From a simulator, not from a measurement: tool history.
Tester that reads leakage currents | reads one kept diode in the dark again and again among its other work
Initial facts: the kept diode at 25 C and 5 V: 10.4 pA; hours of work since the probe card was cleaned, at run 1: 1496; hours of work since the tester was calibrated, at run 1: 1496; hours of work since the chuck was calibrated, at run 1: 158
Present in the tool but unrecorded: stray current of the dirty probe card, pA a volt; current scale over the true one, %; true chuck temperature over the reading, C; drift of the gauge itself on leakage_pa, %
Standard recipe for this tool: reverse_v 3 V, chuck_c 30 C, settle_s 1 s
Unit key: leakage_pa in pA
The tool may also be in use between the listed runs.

run     day  reverse_v  chuck_c  settle_s  hours of work since the probe card was cleaned  hours of work since the tester was calibrated  hours of work since the chuck was calibrated  leakage_pa
  1       0          3       30         1                                            1496                                           1496                                           158       17.14
  2     1.8          3       30         1                                            1529                                           1529                                           191       17.34
  3   3.812          3       30         1                                            1566                                           1566                                           228       17.47
  4    6.15          3       30         1                                            1609                                           1609                                           271       17.64
  5   7.929          3       30      4.91                                            1642                                           1642                                           304       16.99
  6   9.383          3       30       0.5                                            1669                                           1669                                           330       18.77
  7  11.262          3       30      9.27                                            1703                                           1703                                           365       17.06
  8  12.517          3       30      9.27                                            1726                                           1726                                           388       17.09
  9  13.517          3       30      6.15                                            1745                                           1745                                           406       17.23
 10  15.238          3       30      6.15                                            1777                                           1777                                           438       17.25
 11  17.475       2.33       30         1                                            1818                                           1818                                           479       16.09
 12  18.546          3       30         1                                            1838                                           1838                                           499       18.26
     18.817  -- probe card cleaned and baked
 13  20.479          3       30         1                                              31                                           1871                                           532       19.98
 14  21.733          3       30         1                                              54                                           1894                                           556       20.03
 15  23.521          3       31         1                                              87                                           1927                                           588       21.24
 16  25.888          3       31         1                                             130                                           1970                                           632        21.4
 17  27.475          3       31         1                                             159                                           2000                                           661       21.63
 18  28.833          3       31         1                                             184                                           2025                                           686       21.68
     30.579  -- probe card cleaned and baked, once more
 19  30.979          3       31         1                                               7                                           2062                                           724        16.8
 20  33.258          3       30         1                                              49                                           2104                                           765       15.63
 21  35.412          3       30         1                                              89                                           2144                                           805       15.72
 22   37.25      19.91       20      3.26                                             123                                           2177                                           839        15.8
 23    39.6       1.75       31      1.24                                             166                                           2221                                           882        13.9
 24  40.742       1.75       42      0.34                                             187                                           2242                                           903        33.9
     41.029  -- tester calibrated
 25  42.942       2.49       39      0.41                                             226                                             35                                           942       30.73
 26  44.379       19.1       52         1                                             253                                             62                                           969      163.37
 27   45.45       19.1       52         1                                             272                                             81                                           989      163.75
 28  46.588          3       30      4.27                                             293                                            102                                          1009       15.39

Run 29 comes next. What will it give?
 29  47.812       1.17       52       7.9                                             316                                            125                                          1032           ?

leakage_pa: 59.15 pA
Take away the tool's hidden state, keep the run-to-run variation as it was, and the same run would have given leakage_pa 54.38 pA.
